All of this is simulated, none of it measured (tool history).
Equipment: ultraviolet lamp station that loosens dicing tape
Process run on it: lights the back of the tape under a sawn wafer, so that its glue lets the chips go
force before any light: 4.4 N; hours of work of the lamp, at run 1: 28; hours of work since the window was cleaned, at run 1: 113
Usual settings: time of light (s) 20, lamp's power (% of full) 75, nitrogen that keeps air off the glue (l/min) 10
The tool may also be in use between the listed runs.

run	hour	time of light (s)	lamp's power (% of full)	nitrogen that keeps air off the glue (l/min)	hours of work of the lamp	hours of work since the window was cleaned	force that peels the tape off (N)	light that reached the tape (J/m2)
1	0.0	20	75	10	28	113	0.372	5550
2	10.0	20	75	10	32	117	0.356	5560
3	19.9	20	75	4	36	122	0.501	5530
4	27.5	20	75	4	40	125	0.492	5500
5	34.2	20	75	4	43	128	0.484	5530
6	48.2	20	75	5	49	134	0.438	5550
7	54.1	20	75	5	51	137	0.466	5490
8	63.1	13	85	6	55	140	0.692	4030
9	69.6	13	85	6	58	143	0.661	4050

For run 10, what comes out?
10	80.3	13	85	18	63	148	?	?

{"run 10": {"force that peels the tape off (N)": 0.499, "light that reached the tape (J/m2)": 4110}}
Take away the tool's hidden state, keep the run-to-run variation as it was, and the same run would have given force that peels the tape off (N) 0.498, light that reached the tape (J/m2) 4120.
